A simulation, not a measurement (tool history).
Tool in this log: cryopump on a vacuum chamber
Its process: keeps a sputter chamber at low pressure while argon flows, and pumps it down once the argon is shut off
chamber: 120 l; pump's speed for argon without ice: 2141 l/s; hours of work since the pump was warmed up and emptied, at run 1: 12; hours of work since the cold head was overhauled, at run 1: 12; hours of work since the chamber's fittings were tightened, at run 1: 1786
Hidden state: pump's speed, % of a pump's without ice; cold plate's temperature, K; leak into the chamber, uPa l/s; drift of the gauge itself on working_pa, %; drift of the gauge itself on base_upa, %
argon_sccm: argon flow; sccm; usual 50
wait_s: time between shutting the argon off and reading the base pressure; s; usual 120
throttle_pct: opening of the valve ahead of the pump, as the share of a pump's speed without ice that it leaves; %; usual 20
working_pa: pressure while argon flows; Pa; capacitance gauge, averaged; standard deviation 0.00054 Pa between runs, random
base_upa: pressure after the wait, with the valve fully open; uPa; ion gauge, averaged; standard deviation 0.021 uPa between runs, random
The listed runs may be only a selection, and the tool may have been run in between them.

run	day	argon_sccm	wait_s	throttle_pct	hours of work since the pump was warmed up and emptied	hours of work since the cold head was overhauled	hours of work since the chamber's fittings were tightened	working_pa	base_upa
1	0	50	120	20	12	12	1786	0.197	1.06
2	1.638	50	120	20	43	43	1817	0.1979	1
3	2.9	50	120	20	67	67	1841	0.1984	1.02
4	4.083	47	120	20	89	89	1864	0.1872	1.01
5	5.854	47	120	20	123	123	1898	0.1867	1.07
6	7.808	47	120	20	160	160	1935	0.1883	1.05
7	9.921	92	120	20	201	201	1975	0.3689	1.07
8	11.592	92	48	20	232	232	2007	0.3714	1.65
9	13.212	92	48	20	263	263	2038	0.3703	1.64
10	14.992	92	48	20	297	297	2072	0.3709	1.74
11	16.058	92	48	20	317	317	2092	0.371	1.72
12	17.958	92	48	20	354	354	2128	0.3718	1.75
13	19.946	92	48	20	392	392	2166	0.3747	1.77
# day 21.121: pump warmed up, emptied and cooled again
14	21.638	55	120	20	10	420	2194	0.2178	1.11
15	23.221	50	120	20	40	450	2224	0.1986	1.13
16	24.638	50	120	20	67	477	2251	0.1978	1.18

Expected results for the next run?
17	26.2	50	120	20	97	507	2281	?	?

working_pa: 0.1988 Pa
base_upa: 1.11 uPa
With the hidden condition absent and the run-to-run variation left alone, this run would have shown working_pa 0.1968 Pa, base_upa 0.47 uPa.

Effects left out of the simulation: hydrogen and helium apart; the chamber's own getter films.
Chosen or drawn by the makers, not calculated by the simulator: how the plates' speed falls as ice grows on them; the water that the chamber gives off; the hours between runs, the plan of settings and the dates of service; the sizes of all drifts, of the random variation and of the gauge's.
